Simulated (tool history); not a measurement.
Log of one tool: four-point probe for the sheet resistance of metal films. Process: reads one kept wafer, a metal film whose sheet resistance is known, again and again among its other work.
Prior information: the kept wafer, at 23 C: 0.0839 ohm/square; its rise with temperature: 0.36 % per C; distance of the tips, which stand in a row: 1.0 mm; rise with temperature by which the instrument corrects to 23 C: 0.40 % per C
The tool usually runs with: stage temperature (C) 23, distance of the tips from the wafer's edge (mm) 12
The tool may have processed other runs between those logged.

run,day,stage temperature (C),distance of the tips from the wafer's edge (mm),sheet resistance as the instrument gives it (ohm/square)
1,0.000,23,12,0.084612
2,1.058,23,12,0.084624
3,2.462,23,50,0.084355
4,3.325,23,27,0.084400
5,4.362,23,12,0.084662
6,5.754,23,12,0.084668
7,6.817,23,12,0.084677
8,7.838,29,12,0.084460
9,9.117,29,12,0.084525
10,10.046,23,23,0.084484
11,10.812,23,23,0.084499
12,12.058,23,23,0.084504
13,13.154,23,12,0.084721
14,14.054,24,12,0.084706
# day 14.217: stage's thermometer calibrated
15,15.212,24,12,0.084801
16,16.075,23,12,0.084833
17,17.712,23,5,0.086328
18,19.442,23,19,0.084706
# day 21.050: stage's thermometer calibrated, once more
19,21.050,23,68,0.084341
20,22.508,23,68,0.084354
21,24.154,23,12,0.084669
22,25.450,23,12,0.084695
23,27.175,27,71,0.084260
24,28.338,27,71,0.084285
25,29.858,27,5,0.086040
26,31.246,32,5,0.085856
27,32.183,32,5,0.085918
28,33.767,32,5,0.085897
29,34.921,32,56,0.084169
30,35.875,32,56,0.084159
31,36.833,20,22,0.084648
32,37.725,31,24,0.084251
33,39.371,31,24,0.084264
34,40.254,31,24,0.084281
35,41.004,31,24,0.084322
36,41.983,31,24,0.084318
37,43.142,28,40,0.084388
38,44.554,27,9,0.084954
39,45.562,31,5,0.086027
40,46.925,22,49,0.084606
41,48.679,22,27,0.084655
42,50.000,32,3,0.088987
43,51.267,30,26,0.084401

Below are 5 alternative next runs, each starting from the tool's condition after run 43. Predict each:
A,52.871,33,72,?
B,52.871,26,5,?
C,52.871,26,5,?
D,52.871,23,58,?
E,52.871,23,39,?

run,sheet resistance as the instrument gives it (ohm/square)
A,0.084242
B,0.086267
C,0.086313
D,0.084591
E,0.084611
Take away the tool's hidden state, keep each run's random variation, and the runs would have read:
run,sheet resistance as the instrument gives it (ohm/square)
A,0.083536
B,0.085544
C,0.085589
D,0.083880
E,0.083900
